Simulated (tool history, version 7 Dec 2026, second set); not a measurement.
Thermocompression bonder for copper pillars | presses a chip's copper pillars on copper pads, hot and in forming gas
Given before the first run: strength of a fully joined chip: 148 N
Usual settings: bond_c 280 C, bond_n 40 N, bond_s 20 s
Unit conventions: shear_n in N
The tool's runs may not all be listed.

run	hour	bond_c	bond_n	bond_s	shear_n
1	0.0	280	40	20	101.8
2	8.0	280	40	20	102.0
3	14.0	280	30	20	88.8
4	21.8	280	37	20	97.2
5	28.4	280	37	20	97.9
6	40.0	280	37	20	98.1
7	47.5	280	40	20	102.5
8	60.1	303	40	20	120.3
9	69.3	252	26	15	51.6
10	76.6	282	40	52	124.6
11	87.3	280	31	44	109.4

Run 12 is up next; what results do you expect?
12	93.1	280	40	20	?

shear_n: 101.1 N
With no hidden state in the tool, this same run would have given shear_n 104.9 N.
